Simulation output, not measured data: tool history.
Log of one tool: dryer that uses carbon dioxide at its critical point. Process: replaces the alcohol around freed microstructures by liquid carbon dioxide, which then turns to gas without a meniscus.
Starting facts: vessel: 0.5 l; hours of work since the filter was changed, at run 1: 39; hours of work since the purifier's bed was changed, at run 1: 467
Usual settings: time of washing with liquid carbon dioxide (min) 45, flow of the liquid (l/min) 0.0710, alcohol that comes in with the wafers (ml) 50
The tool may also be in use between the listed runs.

run,hour,time of washing with liquid carbon dioxide (min),flow of the liquid (l/min),alcohol that comes in with the wafers (ml),hours of work since the filter was changed,hours of work since the purifier's bed was changed,alcohol left in the vessel before it's heated (ppm by volume)
1,0.0,45,0.0710,50,39,467,634
2,12.4,45,0.0710,50,45,472,653
3,27.8,45,0.0710,50,52,479,644
4,50.7,45,0.0710,50,62,489,657
5,71.1,45,0.0710,50,70,498,682
6,91.9,45,0.0710,50,80,507,668
7,115.7,45,0.0710,50,90,517,659
8,128.6,45,0.0710,50,96,523,665
9,151.0,41,0.1187,50,105,533,117
10,162.2,41,0.1187,50,110,538,122
11,184.5,45,0.0710,21,120,547,332
12,201.5,61,0.0466,50,127,555,1153
13,225.1,36,0.0473,57,138,565,7739

Branching from run 13: 4 alternative next runs. What would each branch give?
A,244.0,31,0.0689,25,146,573,?
B,244.0,43,0.0473,57,146,573,?
C,244.0,39,0.0445,30,146,573,?
D,244.0,43,0.0932,37,146,573,?

run,alcohol left in the vessel before it's heated (ppm by volume)
A,1788
B,4519
C,3907
D,207
Stripped of hidden state, with their random variation kept, the same runs would have yielded:
run,alcohol left in the vessel before it's heated (ppm by volume)
A,1566
B,4081
C,3561
D,111

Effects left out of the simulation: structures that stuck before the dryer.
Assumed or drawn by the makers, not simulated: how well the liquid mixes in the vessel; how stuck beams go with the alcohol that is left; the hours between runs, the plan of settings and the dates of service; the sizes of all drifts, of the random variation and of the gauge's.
